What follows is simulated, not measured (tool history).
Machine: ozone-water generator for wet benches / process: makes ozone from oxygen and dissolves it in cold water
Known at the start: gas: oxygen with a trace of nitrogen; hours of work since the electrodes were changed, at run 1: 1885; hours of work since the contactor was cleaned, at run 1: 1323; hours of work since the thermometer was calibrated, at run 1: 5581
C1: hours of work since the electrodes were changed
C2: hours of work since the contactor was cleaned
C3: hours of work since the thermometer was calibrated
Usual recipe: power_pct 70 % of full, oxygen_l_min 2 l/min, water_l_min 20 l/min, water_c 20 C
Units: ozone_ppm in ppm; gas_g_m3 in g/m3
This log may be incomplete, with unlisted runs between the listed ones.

Run 1, hour 0: usual settings; C1 1885; C2 1323; C3 5581. Result: ozone_ppm 13.7 ppm, gas_g_m3 269.2 g/m3.
Run 2, hour 62.9: usual settings but water_l_min 30 l/min; C1 1931; C2 1368; C3 5627. Result: ozone_ppm 9 ppm, gas_g_m3 268.9 g/m3.
At hour 130.1: water thermometer calibrated.
Run 3, hour 180.6: usual settings but water_l_min 30 l/min; C1 2015; C2 1453; C3 36. Result: ozone_ppm 9 ppm, gas_g_m3 267.3 g/m3.
Run 4, hour 265.6: usual settings but power_pct 89 % of full; C1 2077; C2 1514; C3 98. Result: ozone_ppm 17.3 ppm, gas_g_m3 336 g/m3.
Run 5, hour 386.9: usual settings but power_pct 89 % of full; C1 2165; C2 1602; C3 186. Result: ozone_ppm 17.2 ppm, gas_g_m3 335.1 g/m3.
Run 6, hour 520.4: usual settings but power_pct 89 % of full; C1 2261; C2 1698; C3 282. Result: ozone_ppm 17.1 ppm, gas_g_m3 335.1 g/m3.
Run 7, hour 607.4: usual settings but power_pct 89 % of full; C1 2324; C2 1761; C3 345. Result: ozone_ppm 17.3 ppm, gas_g_m3 336.3 g/m3.
Run 8, hour 682: usual settings but oxygen_l_min 1.25 l/min; C1 2378; C2 1815; C3 399. Result: ozone_ppm 11.3 ppm, gas_g_m3 320 g/m3.
Run 9, hour 790.9: usual settings but oxygen_l_min 1.25 l/min, water_c 14 C; C1 2457; C2 1894; C3 478. Result: ozone_ppm 11.7 ppm, gas_g_m3 321.1 g/m3.
Run 10, hour 920.1: usual settings but power_pct 80 % of full, oxygen_l_min 1.25 l/min, water_c 14 C; C1 2550; C2 1987; C3 571. Result: ozone_ppm 13.3 ppm, gas_g_m3 366 g/m3.
Run 11, hour 987.1: usual settings but power_pct 80 % of full, oxygen_l_min 1.25 l/min, water_c 14 C; C1 2599; C2 2036; C3 620. Result: ozone_ppm 13.3 ppm, gas_g_m3 364.6 g/m3.
Run 12, hour 1114.5: usual settings but power_pct 80 % of full, oxygen_l_min 1.25 l/min, water_c 14 C; C1 2691; C2 2128; C3 712. Result: ozone_ppm 13.2 ppm, gas_g_m3 367.1 g/m3.
Run 13, hour 1237.9: usual settings; C1 2780; C2 2217; C3 801. Result: ozone_ppm 13.8 ppm, gas_g_m3 268 g/m3.
Run 14, hour 1333: usual settings but oxygen_l_min 2.89 l/min; C1 2849; C2 2286; C3 870. Result: ozone_ppm 15.4 ppm, gas_g_m3 231.3 g/m3.
Run 15, hour 1419.9: usual settings but power_pct 77 % of full, oxygen_l_min 1.26 l/min, water_l_min 29 l/min; C1 2911; C2 2349; C3 933. Result: ozone_ppm 8 ppm, gas_g_m3 346.8 g/m3.
Run 16, hour 1542.4: usual settings but power_pct 90 % of full, oxygen_l_min 2.36 l/min, water_l_min 29 l/min, water_c 23 C; C1 3000; C2 2437; C3 1021. Result: ozone_ppm 12.2 ppm, gas_g_m3 319.1 g/m3.
Run 17, hour 1656.8: usual settings but oxygen_l_min 3.35 l/min, water_l_min 24 l/min; C1 3083; C2 2520; C3 1104. Result: ozone_ppm 13.6 ppm, gas_g_m3 221.1 g/m3.
Run 18, hour 1729.3: usual settings but oxygen_l_min 3.35 l/min, water_l_min 24 l/min; C1 3135; C2 2572; C3 1156. Result: ozone_ppm 13.7 ppm, gas_g_m3 219.4 g/m3.
Run 19, hour 1798: usual settings but oxygen_l_min 3.35 l/min, water_l_min 24 l/min, water_c 15 C; C1 3185; C2 2622; C3 1206. Result: ozone_ppm 14.2 ppm, gas_g_m3 220.6 g/m3.
Run 20, hour 1877.5: usual settings but oxygen_l_min 3.35 l/min, water_l_min 24 l/min, water_c 15 C; C1 3242; C2 2680; C3 1263. Result: ozone_ppm 14.3 ppm, gas_g_m3 218.5 g/m3.
Run 21, hour 1935.3: usual settings but oxygen_l_min 3.35 l/min, water_l_min 24 l/min, water_c 15 C; C1 3284; C2 2721; C3 1305. Result: ozone_ppm 14.6 ppm, gas_g_m3 219.4 g/m3.
Run 22, hour 2058.5: usual settings but power_pct 47 % of full; C1 3373; C2 2810; C3 1394. Result: ozone_ppm 9.5 ppm, gas_g_m3 185.2 g/m3.
Run 23, hour 2174.6: usual settings but power_pct 43 % of full, oxygen_l_min 2.88 l/min; C1 3457; C2 2894; C3 1478. Result: ozone_ppm 9.7 ppm, gas_g_m3 147.9 g/m3.
Run 24, hour 2306.8: usual settings but power_pct 55 % of full, oxygen_l_min 2.88 l/min, water_c 21 C; C1 3553; C2 2990; C3 1574. Result: ozone_ppm 12.2 ppm, gas_g_m3 187.4 g/m3.
Run 25, hour 2374.3: usual settings but oxygen_l_min 1.99 l/min, water_l_min 25 l/min; C1 3601; C2 3039; C3 1623. Result: ozone_ppm 10.9 ppm, gas_g_m3 267.4 g/m3.

Consider 5 possible next runs. They are alternatives, not a sequence: every one starts from the tool as it was left by run 25. What does each give?
Run A, hour 2435.3: usual settings but power_pct 81 % of full, oxygen_l_min 1.99 l/min, water_l_min 14 l/min; C1 3646; C2 3083; C3 1667. Result: ozone_ppm ?, gas_g_m3 ?.
Run B, hour 2435.3: usual settings but power_pct 88 % of full, oxygen_l_min 1.99 l/min, water_l_min 25 l/min; C1 3646; C2 3083; C3 1667. Result: ozone_ppm ?, gas_g_m3 ?.
Run C, hour 2435.3: usual settings but water_c 25 C; C1 3646; C2 3083; C3 1667. Result: ozone_ppm ?, gas_g_m3 ?.
Run D, hour 2435.3: usual settings but power_pct 59 % of full, oxygen_l_min 1.99 l/min, water_l_min 25 l/min; C1 3646; C2 3083; C3 1667. Result: ozone_ppm ?, gas_g_m3 ?.
Run E, hour 2435.3: usual settings but power_pct 42 % of full, oxygen_l_min 2.19 l/min, water_c 25 C; C1 3646; C2 3083; C3 1667. Result: ozone_ppm ?, gas_g_m3 ?.

run  ozone_ppm  gas_g_m3
  A       21.7     306.2
  B       13.7       331
  C       13.1     268.7
  D        9.1     229.5
  E        8.4     160.4
Take away the tool's hidden state, keep each run's random variation, and the runs would have read:
run  ozone_ppm  gas_g_m3
  A       21.8     306.5
  B       13.7     331.3
  C       13.1     268.9
  D        9.2     229.6
  E        8.4     160.5
